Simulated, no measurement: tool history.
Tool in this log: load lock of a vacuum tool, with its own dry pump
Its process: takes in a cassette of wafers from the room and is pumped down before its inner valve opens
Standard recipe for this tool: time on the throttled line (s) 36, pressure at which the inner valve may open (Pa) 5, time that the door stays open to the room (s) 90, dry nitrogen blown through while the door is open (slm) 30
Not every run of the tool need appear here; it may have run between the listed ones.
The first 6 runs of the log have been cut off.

| run | day | time on the throttled line (s) | pressure at which the inner valve may open (Pa) | time that the door stays open to the room (s) | dry nitrogen blown through while the door is open (slm) | incoming humidity of the room's air, % | time from the closed door until the inner valve may open (s) | rise of the pressure with all valves shut (Pa/min) |
|---|---|---|---|---|---|---|---|---|
| 7 | 122.638 | 36 | 5 | 90 | 10 | 45.1 | 65.1 | 0.259 |
| 8 | 134.729 | 36 | 5 | 90 | 10 | 46.0 | 65.4 | 0.253 |
|  | 151.038 | dry pump taken out, an overhauled one fitted |
| 9 | 158.346 | 36 | 5 | 90 | 30 | 49.2 | 61.1 | 0.244 |
| 10 | 172.183 | 36 | 5 | 90 | 30 | 42.2 | 61.1 | 0.235 |
| 11 | 188.496 | 36 | 5 | 90 | 30 | 46.0 | 61.7 | 0.245 |
| 12 | 200.488 | 36 | 5 | 90 | 30 | 49.2 | 61.0 | 0.256 |
| 13 | 213.212 | 36 | 5 | 90 | 30 | 47.1 | 61.7 | 0.258 |
| 14 | 226.017 | 36 | 5 | 90 | 30 | 41.8 | 60.7 | 0.261 |
| 15 | 239.192 | 36 | 5 | 90 | 30 | 46.0 | 60.9 | 0.265 |
| 16 | 249.967 | 36 | 5 | 90 | 30 | 45.5 | 61.2 | 0.265 |
| 17 | 270.425 | 23 | 6 | 90 | 30 | 46.2 | 50.3 | 0.275 |
| 18 | 293.558 | 45 | 6 | 26 | 17 | 45.3 | 69.9 | 0.264 |
| 19 | 304.571 | 36 | 9 | 60 | 8 | 43.1 | 59.6 | 0.298 |
| 20 | 324.496 | 19 | 8 | 47 | 5 | 45.1 | 46.2 | 0.307 |
| 21 | 349.017 | 38 | 4 | 46 | 31 | 48.6 | 65.1 | 0.286 |
| 22 | 362.467 | 35 | 4 | 46 | 31 | 42.1 | 60.8 | 0.294 |
| 23 | 374.371 | 41 | 9 | 201 | 30 | 44.9 | 64.6 | 0.334 |
|  | 381.125 | door's seal changed, seat wiped |
| 24 | 385.250 | 25 | 9 | 30 | 30 | 48.7 | 51.1 | 0.022 |
| 25 | 408.175 | 25 | 9 | 30 | 30 | 43.6 | 50.7 | 0.022 |
| 26 | 430.596 | 28 | 5 | 90 | 19 | 44.7 | 56.1 | 0.063 |
| 27 | 441.742 | 25 | 5 | 229 | 19 | 44.7 | 52.9 | 0.101 |
| 28 | 464.188 | 70 | 8 | 183 | 5 | 45.6 | 89.7 | 0.139 |
| 29 | 487.700 | 70 | 8 | 73 | 5 | 44.2 | 90.4 | 0.080 |
| 30 | 498.396 | 42 | 6 | 73 | 5 | 44.6 | 68.3 | 0.080 |
| 31 | 509.617 | 18 | 7 | 90 | 30 | 44.8 | 47.1 | 0.054 |

Branching from run 31: 4 alternative next runs. What would each branch give?
| A | 526.033 | 18 | 5 | 197 | 11 | 46.6 | ? | ? |
| B | 526.033 | 36 | 5 | 113 | 30 | 44.7 | ? | ? |
| C | 526.033 | 19 | 7 | 62 | 4 | 42.7 | ? | ? |
| D | 526.033 | 18 | 4 | 49 | 30 | 44.0 | ? | ? |

| run | time from the closed door until the inner valve may open (s) | rise of the pressure with all valves shut (Pa/min) |
|---|---|---|
| A | 48.3 | 0.134 |
| B | 64.0 | 0.065 |
| C | 48.0 | 0.079 |
| D | 48.8 | 0.044 |
What these runs would have given with no unlogged condition in the tool:
| run | time from the closed door until the inner valve may open (s) | rise of the pressure with all valves shut (Pa/min) |
|---|---|---|
| A | 46.2 | 0.122 |
| B | 62.0 | 0.053 |
| C | 45.9 | 0.067 |
| D | 46.6 | 0.032 |
